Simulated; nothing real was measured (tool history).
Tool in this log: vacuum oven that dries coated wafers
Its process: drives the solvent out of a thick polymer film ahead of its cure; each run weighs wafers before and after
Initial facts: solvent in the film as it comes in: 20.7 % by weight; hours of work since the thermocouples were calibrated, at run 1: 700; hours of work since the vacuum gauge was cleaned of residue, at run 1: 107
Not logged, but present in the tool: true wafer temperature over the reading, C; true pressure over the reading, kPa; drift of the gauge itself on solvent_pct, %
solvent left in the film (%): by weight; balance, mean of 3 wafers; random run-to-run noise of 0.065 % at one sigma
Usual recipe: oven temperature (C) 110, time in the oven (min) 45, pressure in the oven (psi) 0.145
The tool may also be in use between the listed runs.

run	hour	oven temperature (C)	time in the oven (min)	pressure in the oven (psi)	hours of work since the thermocouples were calibrated	hours of work since the vacuum gauge was cleaned of residue	solvent left in the film (%)
1	0	110	45	0.145	700	107	4.59
2	24.3	110	45	0.145	718	124	4.59
3	40.4	110	45	0.145	730	136	4.68
4	55.1	110	45	0.145	740	147	4.7
5	80.6	110	45	0.145	759	165	4.68
6	98.3	110	45	0.145	772	178	4.68
7	120	116	45	0.145	787	194	2.95
8	134.1	110	31	0.145	798	204	7.04
9	147.9	110	65	0.145	808	214	2.84
10	165.7	110	65	0.145	821	227	2.75
11	185.2	110	65	0.145	835	241	2.9
12	198.1	110	45	0.145	844	251	4.71
13	209.4	110	45	0.145	852	259	4.71
14	230.7	110	45	0.145	868	274	4.71
# hour 234.9: oven's thermocouples calibrated
15	246.2	115	45	0.145	8	284	3.27
16	257.3	115	61	0.145	16	292	2.04
17	282.6	115	61	0.145	35	310	2.01
18	293.5	115	61	0.145	42	318	2.16
# hour 311.6: oven's thermocouples calibrated, once more
19	314.8	110	45	0.521	2	332	5.48
20	333.2	110	45	0.521	16	346	5.43
21	358.7	110	45	0.348	34	364	4.83
22	371.7	110	45	0.348	44	374	4.83
23	384.3	110	45	0.348	53	383	4.88
24	400.5	113	45	0.145	65	395	3.08
25	417.6	113	45	0.145	77	407	3.28
26	429.6	113	34	0.125	86	416	4.73
27	445.9	116	45	0.254	97	427	2.83
28	458.7	116	45	0.254	107	437	2.83
29	470.1	102	29	0.405	115	445	10.41
30	494.8	110	52	0.145	133	463	3.33
31	512.3	96	78	0.145	146	476	5.88
32	532.2	122	78	0.087	160	490	0.4
33	547.5	122	78	0.087	171	501	0.35
34	567.9	122	78	0.087	186	516	0.34

Each row is a separate what-if for the run after 34, all from the same tool condition, not one after another. Results?
A	578.4	101	68	0.187	194	524	?
B	578.4	122	24	0.087	194	524	?
C	578.4	120	38	0.312	194	524	?
D	578.4	122	68	0.087	194	524	?

run	solvent left in the film (%)
A	5.12
B	3.78
C	2.72
D	0.49
Take away the tool's hidden state, keep each run's random variation, and the runs would have read:
run	solvent left in the film (%)
A	5.02
B	3.72
C	2.66
D	0.44

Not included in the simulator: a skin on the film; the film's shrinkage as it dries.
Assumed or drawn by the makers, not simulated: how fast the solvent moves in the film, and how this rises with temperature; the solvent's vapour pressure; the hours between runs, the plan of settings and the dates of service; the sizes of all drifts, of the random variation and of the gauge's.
